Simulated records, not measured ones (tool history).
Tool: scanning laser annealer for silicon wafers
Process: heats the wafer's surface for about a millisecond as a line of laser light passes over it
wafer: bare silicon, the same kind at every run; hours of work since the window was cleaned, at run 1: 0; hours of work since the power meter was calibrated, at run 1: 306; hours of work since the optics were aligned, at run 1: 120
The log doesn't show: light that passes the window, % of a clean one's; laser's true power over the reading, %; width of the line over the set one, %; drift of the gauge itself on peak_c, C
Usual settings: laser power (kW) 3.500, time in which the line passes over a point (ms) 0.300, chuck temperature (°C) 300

| run | hour | laser power (kW) | time in which the line passes over a point (ms) | chuck temperature (°C) | hours of work since the window was cleaned | hours of work since the power meter was calibrated | hours of work since the optics were aligned | highest temperature of the surface (°C) |
|---|---|---|---|---|---|---|---|---|
| 1 | 0.0 | 3.500 | 0.300 | 300 | 0 | 306 | 120 | 1073 |
| 2 | 74.4 | 3.500 | 0.300 | 300 | 57 | 362 | 176 | 1071 |
| 3 | 156.0 | 3.500 | 0.338 | 300 | 119 | 425 | 238 | 1119 |
| 4 | 196.6 | 3.500 | 0.338 | 300 | 150 | 455 | 269 | 1115 |
| 5 | 235.1 | 3.500 | 0.300 | 316 | 179 | 485 | 299 | 1072 |
| 6 | 279.3 | 3.500 | 0.300 | 300 | 213 | 518 | 332 | 1054 |
| 7 | 358.2 | 3.500 | 0.300 | 300 | 273 | 578 | 392 | 1048 |
| 8 | 411.1 | 3.500 | 0.300 | 300 | 313 | 619 | 432 | 1042 |
| 9 | 456.0 | 3.417 | 0.300 | 300 | 347 | 653 | 467 | 1021 |
|  | 493.9 | window over the wafer cleaned |
| 10 | 504.9 | 3.500 | 0.312 | 300 | 8 | 689 | 502 | 1089 |
| 11 | 551.4 | 3.500 | 0.373 | 300 | 44 | 724 | 538 | 1168 |
| 12 | 622.6 | 3.500 | 0.300 | 300 | 98 | 778 | 592 | 1065 |
| 13 | 700.9 | 3.500 | 0.321 | 300 | 158 | 838 | 652 | 1086 |
| 14 | 756.1 | 3.500 | 0.300 | 300 | 200 | 880 | 694 | 1055 |
| 15 | 821.0 | 3.500 | 0.300 | 300 | 249 | 929 | 743 | 1043 |
| 16 | 857.4 | 3.500 | 0.300 | 308 | 277 | 957 | 771 | 1053 |
| 17 | 924.3 | 3.500 | 0.232 | 300 | 328 | 1008 | 822 | 936 |
| 18 | 965.0 | 3.500 | 0.295 | 300 | 359 | 1039 | 853 | 1031 |
|  | 988.7 | window over the wafer cleaned |
| 19 | 1026.4 | 3.500 | 0.295 | 300 | 29 | 1084 | 898 | 1058 |
| 20 | 1094.4 | 3.500 | 0.295 | 300 | 80 | 1136 | 950 | 1052 |
| 21 | 1137.6 | 3.500 | 0.300 | 300 | 113 | 1169 | 982 | 1059 |
| 22 | 1174.0 | 3.541 | 0.300 | 300 | 141 | 1196 | 1010 | 1065 |
| 23 | 1229.4 | 3.500 | 0.217 | 300 | 183 | 1239 | 1052 | 920 |
| 24 | 1290.8 | 3.500 | 0.217 | 296 | 230 | 1285 | 1099 | 914 |
|  | 1300.3 | laser's power meter calibrated |
| 25 | 1340.9 | 3.500 | 0.217 | 296 | 266 | 31 | 1135 | 916 |
| 26 | 1402.0 | 3.231 | 0.356 | 306 | 312 | 77 | 1181 | 1049 |
| 27 | 1472.5 | 3.231 | 0.356 | 306 | 366 | 131 | 1235 | 1045 |
|  | 1484.3 | window over the wafer cleaned |
| 28 | 1554.8 | 3.231 | 0.356 | 306 | 54 | 192 | 1296 | 1071 |
| 29 | 1633.5 | 3.231 | 0.356 | 306 | 114 | 252 | 1356 | 1066 |
| 30 | 1673.9 | 3.231 | 0.356 | 306 | 144 | 283 | 1387 | 1063 |
|  | 1693.5 | laser's power meter calibrated, once more |
| 31 | 1722.7 | 3.500 | 0.360 | 280 | 179 | 22 | 1422 | 1107 |
| 32 | 1759.8 | 3.500 | 0.241 | 314 | 207 | 50 | 1450 | 967 |
| 33 | 1840.8 | 3.712 | 0.261 | 289 | 269 | 112 | 1512 | 1016 |
| 34 | 1892.4 | 3.273 | 0.323 | 289 | 308 | 151 | 1551 | 995 |
| 35 | 1927.1 | 3.273 | 0.323 | 289 | 335 | 178 | 1577 | 992 |
| 36 | 1965.0 | 3.273 | 0.319 | 289 | 364 | 207 | 1606 | 983 |
|  | 1982.8 | window over the wafer cleaned |
| 37 | 2007.2 | 3.500 | 0.300 | 271 | 19 | 237 | 1637 | 1031 |
| 38 | 2085.7 | 3.594 | 0.269 | 279 | 78 | 297 | 1696 | 1005 |
|  | 2154.2 | optics aligned, line set to its width |
| 39 | 2154.2 | 3.500 | 0.300 | 278 | 127 | 345 | 0 | 1041 |
| 40 | 2195.3 | 3.469 | 0.350 | 282 | 158 | 377 | 31 | 1105 |
| 41 | 2240.9 | 3.619 | 0.321 | 300 | 193 | 411 | 66 | 1120 |

Some steps in highest temperature of the surface (°C) between neighbouring runs. How much of each would the tool show without its hidden state too (settings, what came in, random variation), and how much is left for the hidden state, with any gauge scatter that isn't in both results?
Run 9 -> 10: laser power (kW) 3.417 -> 3.500, time in which the line passes over a point (ms) 0.300 -> 0.312, window over the wafer cleaned. highest temperature of the surface (°C) +68: hidden state +28, all else +40.
Run 18 -> 19: window over the wafer cleaned. highest temperature of the surface (°C) +27: hidden state +33, all else -6.
Run 22 -> 23: laser power (kW) 3.541 -> 3.500, time in which the line passes over a point (ms) 0.300 -> 0.217. highest temperature of the surface (°C) -145: hidden state +0, all else -145.
Run 25 -> 26: laser power (kW) 3.500 -> 3.231, time in which the line passes over a point (ms) 0.217 -> 0.356, chuck temperature (°C) 296 -> 306. highest temperature of the surface (°C) +133: hidden state -10, all else +143.
Run 31 -> 32: time in which the line passes over a point (ms) 0.360 -> 0.241, chuck temperature (°C) 280 -> 314. highest temperature of the surface (°C) -140: hidden state +4, all else -144.
Run 36 -> 37: laser power (kW) 3.273 -> 3.500, time in which the line passes over a point (ms) 0.319 -> 0.300, chuck temperature (°C) 289 -> 271, window over the wafer cleaned. highest temperature of the surface (°C) +48: hidden state +30, all else +18.
